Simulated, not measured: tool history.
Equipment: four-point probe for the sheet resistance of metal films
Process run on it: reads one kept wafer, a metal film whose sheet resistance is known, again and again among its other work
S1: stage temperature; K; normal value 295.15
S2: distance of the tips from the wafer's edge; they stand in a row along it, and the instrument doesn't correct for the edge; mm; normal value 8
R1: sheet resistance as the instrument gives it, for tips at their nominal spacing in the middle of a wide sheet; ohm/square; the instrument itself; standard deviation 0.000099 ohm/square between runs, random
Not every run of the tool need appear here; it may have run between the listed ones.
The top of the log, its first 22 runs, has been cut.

run	hour	S1	S2	R1
23	1301.9	294.15	8	0.502295
24	1355	294.15	8	0.502317
25	1417.2	294.15	8	0.502762
26	1477.9	294.15	8	0.502906
27	1519.6	294.15	8	0.503076
28	1597	296.15	4	0.515448
29	1640.6	298.15	3	0.527246
30	1697.7	307.15	3	0.527081
31	1742.4	305.15	39	0.499619
32	1786.5	293.15	4	0.516377
# hour 1793.4: new probe head fitted
33	1865.7	300.15	8	0.497587
34	1905.8	300.15	8	0.497554
35	1980	298.15	10	0.496502
36	2016.3	298.15	10	0.496844
37	2071.8	303.15	5	0.504549
38	2114.6	304.15	24	0.494647
39	2157	302.15	5	0.504941
40	2200	293.15	34	0.495381
41	2268	296.15	34	0.495678

Branching from run 41: 3 alternative next runs. What would each branch give?
A	2346	303.15	12	?
B	2346	304.15	5	?
C	2346	295.15	22	?

run	R1
A	0.497177
B	0.505677
C	0.496218
What these runs would have given with no unlogged condition in the tool:
run	R1
A	0.494446
B	0.502903
C	0.493487
